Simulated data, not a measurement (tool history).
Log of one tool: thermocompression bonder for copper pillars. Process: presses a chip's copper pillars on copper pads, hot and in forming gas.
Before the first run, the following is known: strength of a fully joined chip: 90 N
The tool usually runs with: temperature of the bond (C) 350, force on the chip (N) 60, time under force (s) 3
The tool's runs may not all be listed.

run,day,temperature of the bond (C),force on the chip (N),time under force (s),force that shears a chip off (N)
1,0,350,60,3,45.2
2,0.529,343,60,3,40.6
3,0.938,343,60,3,40.4
4,1.938,343,60,3,42.3
5,2.933,343,60,3,39.6
6,3.883,343,60,3,41.1
7,4.9,350,60,3,44.1
8,5.462,350,60,3,43.7
9,5.958,350,45,3,33.5
10,6.742,350,81,2,49.5
11,7.517,350,39,2,22
12,8.233,350,42,3,29.2
# day 8.383: force cell calibrated
13,9.233,350,73,3,51.9
14,9.804,350,73,3,50.3
15,10.542,350,75,4,55.9
16,11.467,350,75,4,56.4
17,11.883,350,75,4,55.6
18,12.7,368,73,7,71.6

Branching from run 18: 4 alternative next runs. What would each branch give?
A,13.417,370,50,3,?
B,13.417,363,74,3,?
C,13.417,355,49,2,?
D,13.417,370,60,3,?

run,force that shears a chip off (N)
A,43.7
B,57.7
C,30.6
D,52
With the hidden condition removed and each run's random variation left untouched, the same runs would have given:
run,force that shears a chip off (N)
A,49.1
B,63.8
C,35.1
D,57.9
